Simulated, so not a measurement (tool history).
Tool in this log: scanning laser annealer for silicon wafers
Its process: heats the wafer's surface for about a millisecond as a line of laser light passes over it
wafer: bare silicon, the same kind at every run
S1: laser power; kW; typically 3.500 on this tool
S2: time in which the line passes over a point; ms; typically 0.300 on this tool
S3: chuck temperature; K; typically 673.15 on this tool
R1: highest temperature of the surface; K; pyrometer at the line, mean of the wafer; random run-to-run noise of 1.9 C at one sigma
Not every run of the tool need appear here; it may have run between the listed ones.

run	hour	S1	S2	S3	R1
1	0.0	3.500	0.300	673.15	1420.15
2	8.1	3.500	0.300	673.15	1420.15
3	20.3	3.500	0.300	673.15	1417.15
4	31.8	3.710	0.300	673.15	1469.15
5	42.2	3.710	0.300	673.15	1464.15
6	52.7	3.710	0.300	673.15	1462.15
7	59.1	3.710	0.300	673.15	1462.15
8	66.7	3.710	0.300	673.15	1467.15
9	79.0	3.500	0.300	654.15	1394.15
10	92.1	3.500	0.300	654.15	1389.15
11	104.2	3.500	0.300	664.15	1401.15
12	113.7	3.500	0.300	664.15	1402.15
13	124.2	3.500	0.300	664.15	1401.15
14	130.0	3.500	0.300	673.15	1408.15
15	136.9	3.570	0.300	673.15	1425.15
16	146.7	3.500	0.300	644.15	1376.15
17	154.6	3.500	0.300	644.15	1378.15
18	167.5	3.500	0.300	673.15	1407.15
19	175.6	3.500	0.300	673.15	1405.15
20	184.2	3.500	0.300	673.15	1403.15
21	196.3	3.500	0.300	673.15	1402.15
22	208.7	3.500	0.300	673.15	1400.15
23	217.7	3.500	0.300	673.15	1401.15
24	228.2	3.141	0.234	700.15	1263.15
25	240.4	3.141	0.234	700.15	1260.15
26	249.8	3.141	0.234	700.15	1261.15
27	257.1	3.141	0.234	700.15	1262.15
28	265.7	3.141	0.234	700.15	1259.15
29	277.9	3.500	0.297	697.15	1415.15
30	291.3	3.717	0.289	673.15	1430.15
31	304.2	3.234	0.289	693.15	1339.15
32	315.3	3.587	0.310	693.15	1445.15
33	327.5	3.587	0.310	693.15	1446.15
34	340.9	3.587	0.310	693.15	1446.15
35	355.4	3.587	0.310	693.15	1448.15
36	368.0	3.587	0.279	696.15	1403.15
37	382.2	3.149	0.307	648.15	1292.15
38	393.8	3.777	0.288	699.15	1458.15
39	404.7	3.777	0.288	699.15	1458.15

What would each run have given without the hidden state, its run-to-run variation left as it was?
Hidden state present: light that passes the window, % of a clean one's; laser's true power over the reading, %; width of the line over the set one, %; drift of the gauge itself on peak_c, C.
run	R1
1	1446.15
2	1446.15
3	1445.15
4	1499.15
5	1495.15
6	1495.15
7	1495.15
8	1501.15
9	1426.15
10	1422.15
11	1435.15
12	1437.15
13	1437.15
14	1445.15
15	1463.15
16	1414.15
17	1417.15
18	1447.15
19	1445.15
20	1444.15
21	1444.15
22	1443.15
23	1445.15
24	1298.15
25	1296.15
26	1297.15
27	1298.15
28	1296.15
29	1463.15
30	1482.15
31	1385.15
32	1499.15
33	1501.15
34	1502.15
35	1506.15
36	1459.15
37	1343.15
38	1520.15
39	1521.15
